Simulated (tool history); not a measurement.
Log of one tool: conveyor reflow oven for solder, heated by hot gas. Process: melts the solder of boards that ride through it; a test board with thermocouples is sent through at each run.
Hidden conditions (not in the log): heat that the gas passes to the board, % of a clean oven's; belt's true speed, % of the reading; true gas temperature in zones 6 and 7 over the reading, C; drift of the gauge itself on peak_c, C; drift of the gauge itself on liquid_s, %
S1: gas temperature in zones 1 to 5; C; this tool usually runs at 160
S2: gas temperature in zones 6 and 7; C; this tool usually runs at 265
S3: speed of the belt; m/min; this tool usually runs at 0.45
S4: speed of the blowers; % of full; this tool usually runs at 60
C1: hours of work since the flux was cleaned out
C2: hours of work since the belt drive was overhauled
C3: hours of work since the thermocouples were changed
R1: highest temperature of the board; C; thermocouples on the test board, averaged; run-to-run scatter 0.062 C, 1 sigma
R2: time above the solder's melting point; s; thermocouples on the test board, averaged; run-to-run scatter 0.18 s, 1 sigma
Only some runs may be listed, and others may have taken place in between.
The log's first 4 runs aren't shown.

{"run": 5, "hour": 40.5, "S1": 160, "S2": 280, "S3": 0.45, "S4": 60, "C1": 11, "C2": 188, "C3": 694, "R1": 257.94, "R2": 68.4}
{"run": 6, "hour": 46.1, "S1": 148, "S2": 265, "S3": 0.45, "S4": 60, "C1": 14, "C2": 191, "C3": 697, "R1": 242.69, "R2": 49.8}
{"run": 7, "hour": 56.3, "S1": 148, "S2": 265, "S3": 0.45, "S4": 60, "C1": 19, "C2": 196, "C3": 703, "R1": 242.54, "R2": 49.7}
{"run": 8, "hour": 64.8, "S1": 160, "S2": 265, "S3": 0.406, "S4": 60, "C1": 23, "C2": 201, "C3": 707, "R1": 248.58, "R2": 68.1}
{"run": 9, "hour": 69.6, "S1": 160, "S2": 265, "S3": 0.45, "S4": 60, "C1": 26, "C2": 203, "C3": 710, "R1": 244.98, "R2": 56.3}
{"run": 10, "hour": 74.3, "S1": 160, "S2": 253, "S3": 0.45, "S4": 60, "C1": 28, "C2": 206, "C3": 712, "R1": 234.78, "R2": 43.3}
{"run": 11, "hour": 83.5, "S1": 160, "S2": 253, "S3": 0.451, "S4": 60, "C1": 33, "C2": 211, "C3": 717, "R1": 234.8, "R2": 43}
{"run": 12, "hour": 93.1, "S1": 160, "S2": 265, "S3": 0.45, "S4": 60, "C1": 38, "C2": 216, "C3": 722, "R1": 244.97, "R2": 56.4}
{"run": 13, "hour": 103.5, "S1": 160, "S2": 265, "S3": 0.45, "S4": 60, "C1": 44, "C2": 221, "C3": 727, "R1": 244.95, "R2": 56}
{"run": 14, "hour": 111.5, "S1": 171, "S2": 265, "S3": 0.45, "S4": 60, "C1": 48, "C2": 225, "C3": 731, "R1": 247.11, "R2": 62.8}
{"run": 15, "hour": 118.8, "S1": 160, "S2": 265, "S3": 0.45, "S4": 72, "C1": 52, "C2": 229, "C3": 735, "R1": 248.99, "R2": 61.9}
{"run": 16, "hour": 126.8, "S1": 160, "S2": 266, "S3": 0.45, "S4": 60, "C1": 56, "C2": 233, "C3": 739, "R1": 245.83, "R2": 57.1}
{"run": 17, "hour": 135.9, "S1": 160, "S2": 264, "S3": 0.45, "S4": 60, "C1": 61, "C2": 238, "C3": 744, "R1": 244.05, "R2": 55.3}
{"run": 18, "hour": 144.5, "S1": 174, "S2": 265, "S3": 0.511, "S4": 60, "C1": 65, "C2": 242, "C3": 749, "R1": 243.14, "R2": 51.2}
{"run": 19, "hour": 155.1, "S1": 171, "S2": 276, "S3": 0.477, "S4": 51, "C1": 71, "C2": 248, "C3": 754, "R1": 250.27, "R2": 60.4}
{"run": 20, "hour": 162.8, "S1": 160, "S2": 265, "S3": 0.518, "S4": 78, "C1": 75, "C2": 252, "C3": 758, "R1": 245.95, "R2": 50}
{"run": 21, "hour": 172.6, "S1": 160, "S2": 265, "S3": 0.518, "S4": 78, "C1": 80, "C2": 257, "C3": 763, "R1": 245.89, "R2": 50.4}
{"run": 22, "hour": 183.2, "S1": 164, "S2": 279, "S3": 0.378, "S4": 55, "C1": 85, "C2": 262, "C3": 769, "R1": 262.38, "R2": 88}
{"run": 23, "hour": 191.4, "S1": 166, "S2": 261, "S3": 0.425, "S4": 71, "C1": 89, "C2": 267, "C3": 773, "R1": 247.8, "R2": 67.4}
{"run": 24, "hour": 197.4, "S1": 165, "S2": 265, "S3": 0.432, "S4": 60, "C1": 93, "C2": 270, "C3": 776, "R1": 247.43, "R2": 63.8}
{"run": 25, "hour": 206.0, "S1": 165, "S2": 268, "S3": 0.432, "S4": 85, "C1": 97, "C2": 274, "C3": 781, "R1": 256.65, "R2": 75}
{"run": 26, "hour": 215.0, "S1": 165, "S2": 268, "S3": 0.432, "S4": 85, "C1": 102, "C2": 279, "C3": 785, "R1": 256.76, "R2": 74.5}
{"run": 27, "hour": 224.0, "S1": 159, "S2": 277, "S3": 0.372, "S4": 88, "C1": 106, "C2": 284, "C3": 790, "R1": 268.77, "R2": 95}
{"run": 28, "hour": 234.6, "S1": 155, "S2": 262, "S3": 0.45, "S4": 53, "C1": 112, "C2": 289, "C3": 796, "R1": 238.41, "R2": 45.6}
{"run": 29, "hour": 239.0, "S1": 173, "S2": 261, "S3": 0.51, "S4": 63, "C1": 114, "C2": 292, "C3": 798, "R1": 240.9, "R2": 48.7}

Run 30, settings as shown, results not yet in. Your forecast:
{"run": 30, "hour": 247.0, "S1": 173, "S2": 261, "S3": 0.51, "S4": 63, "C1": 118, "C2": 296, "C3": 802, "R1": "?", "R2": "?"}

R1: 240.95 C
R2: 48.7 s
With the hidden condition absent and the run-to-run variation left alone, this run would have shown R1 240.94 C, R2 48.7 s.

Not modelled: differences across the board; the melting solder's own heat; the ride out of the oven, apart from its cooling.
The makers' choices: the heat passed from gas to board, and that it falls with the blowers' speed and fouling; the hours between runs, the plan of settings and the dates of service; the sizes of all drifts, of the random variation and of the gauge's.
